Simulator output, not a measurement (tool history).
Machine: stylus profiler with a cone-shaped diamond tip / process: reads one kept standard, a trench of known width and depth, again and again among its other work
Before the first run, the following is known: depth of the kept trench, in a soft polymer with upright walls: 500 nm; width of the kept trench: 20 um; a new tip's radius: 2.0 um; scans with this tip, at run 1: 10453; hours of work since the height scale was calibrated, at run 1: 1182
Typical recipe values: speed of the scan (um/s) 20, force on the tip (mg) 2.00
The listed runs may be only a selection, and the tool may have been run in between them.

| run | day | speed of the scan (um/s) | force on the tip (mg) | scans with this tip | hours of work since the height scale was calibrated | depth of the trench (angstrom) | width of the trench's floor (µm) |
|---|---|---|---|---|---|---|---|
| 1 | 0.000 | 20 | 2.00 | 10453 | 1182 | 5077.7 | 15.88 |
| 2 | 1.408 | 20 | 2.00 | 10664 | 1205 | 5079.0 | 15.82 |
| 3 | 3.808 | 20 | 2.00 | 11024 | 1246 | 5074.1 | 15.77 |
| 4 | 5.342 | 20 | 2.00 | 11255 | 1272 | 5077.5 | 15.69 |
| 5 | 7.517 | 20 | 2.00 | 11581 | 1309 | 5078.6 | 15.80 |
| 6 | 8.867 | 20 | 2.00 | 11784 | 1332 | 5078.3 | 15.69 |
| 7 | 11.258 | 20 | 2.00 | 12143 | 1373 | 5079.3 | 15.62 |
| 8 | 14.171 | 20 | 2.00 | 12580 | 1422 | 5081.4 | 15.59 |
| 9 | 17.121 | 20 | 2.00 | 13023 | 1472 | 5080.5 | 15.57 |
| 10 | 19.379 | 20 | 2.00 | 13362 | 1510 | 5083.0 | 15.54 |
|  | 19.621 | height scale calibrated on a step standard |
| 11 | 21.842 | 20 | 2.00 | 13728 | 38 | 5095.1 | 15.50 |
| 12 | 23.654 | 20 | 2.00 | 14001 | 68 | 5098.6 | 15.45 |
| 13 | 26.325 | 22 | 5.12 | 14402 | 114 | 5153.3 | 15.44 |
|  | 28.100 | new tip fitted, height scale calibrated |
| 14 | 29.112 | 8 | 3.17 | 151 | 17 | 5075.2 | 17.32 |
|  | 30.312 | height scale calibrated on a step standard, once more |
| 15 | 31.142 | 6 | 1.88 | 453 | 14 | 5056.9 | 17.33 |
| 16 | 32.979 | 27 | 1.23 | 729 | 45 | 5041.4 | 17.20 |
| 17 | 35.679 | 6 | 3.61 | 1134 | 91 | 5088.7 | 17.21 |
| 18 | 37.529 | 6 | 3.61 | 1412 | 122 | 5088.3 | 17.14 |
| 19 | 39.292 | 6 | 3.61 | 1676 | 152 | 5090.8 | 17.13 |
| 20 | 41.375 | 15 | 0.74 | 1989 | 188 | 5032.6 | 16.95 |
| 21 | 42.829 | 15 | 0.74 | 2207 | 212 | 5033.5 | 16.98 |
| 22 | 44.425 | 23 | 2.15 | 2447 | 239 | 5063.1 | 16.97 |

Here are 4 independent what-if runs from the current tool condition. What would each one return?
| A | 46.842 | 51 | 0.77 | 2810 | 280 | ? | ? |
| B | 46.842 | 39 | 0.72 | 2810 | 280 | ? | ? |
| C | 46.842 | 20 | 1.06 | 2810 | 280 | ? | ? |
| D | 46.842 | 12 | 2.00 | 2810 | 280 | ? | ? |

| run | depth of the trench (angstrom) | width of the trench's floor (µm) |
|---|---|---|
| A | 5036.3 | 16.60 |
| B | 5033.0 | 16.69 |
| C | 5045.1 | 16.79 |
| D | 5061.9 | 16.87 |
Without the tool's unlogged condition, the same runs would have read:
| run | depth of the trench (angstrom) | width of the trench's floor (µm) |
|---|---|---|
| A | 5032.1 | 17.02 |
| B | 5028.8 | 17.12 |
| C | 5040.9 | 17.21 |
| D | 5057.7 | 17.30 |

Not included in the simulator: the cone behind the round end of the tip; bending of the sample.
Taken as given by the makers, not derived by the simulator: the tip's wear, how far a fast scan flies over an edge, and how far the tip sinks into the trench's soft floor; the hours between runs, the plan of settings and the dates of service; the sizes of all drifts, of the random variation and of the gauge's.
